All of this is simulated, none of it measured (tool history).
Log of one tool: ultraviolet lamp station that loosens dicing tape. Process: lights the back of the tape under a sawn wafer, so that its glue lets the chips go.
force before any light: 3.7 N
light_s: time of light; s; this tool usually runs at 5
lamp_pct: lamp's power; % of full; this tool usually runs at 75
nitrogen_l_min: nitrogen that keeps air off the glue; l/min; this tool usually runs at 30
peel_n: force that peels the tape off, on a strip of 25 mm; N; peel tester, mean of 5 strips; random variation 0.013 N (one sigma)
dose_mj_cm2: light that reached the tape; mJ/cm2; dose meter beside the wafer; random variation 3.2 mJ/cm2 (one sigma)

| run | hour | light_s | lamp_pct | nitrogen_l_min | peel_n | dose_mj_cm2 |
|---|---|---|---|---|---|---|
| 1 | 0 | 5 | 75 | 30 | 0.713 | 431 |
| 2 | 12.6 | 5 | 75 | 30 | 0.722 | 425 |
| 3 | 18.9 | 5 | 75 | 30 | 0.691 | 421 |
| 4 | 29.2 | 5 | 75 | 30 | 0.745 | 422 |
| 5 | 40 | 5 | 75 | 30 | 0.734 | 421 |
| 6 | 53.3 | 5 | 75 | 22 | 0.843 | 417 |
| 7 | 66.7 | 5 | 75 | 22 | 0.828 | 414 |
| 8 | 75.4 | 3 | 73 | 58 | 1.189 | 241 |

Forecast run 9:
| 9 | 82.2 | 5 | 60 | 30 | ? | ? |

Run 9 came out at peel_n 1.042 N, dose_mj_cm2 329 mJ/cm2.
Were there no unlogged condition in the tool, this run, its random variation unchanged, would have produced peel_n 0.841 N, dose_mj_cm2 390 mJ/cm2.
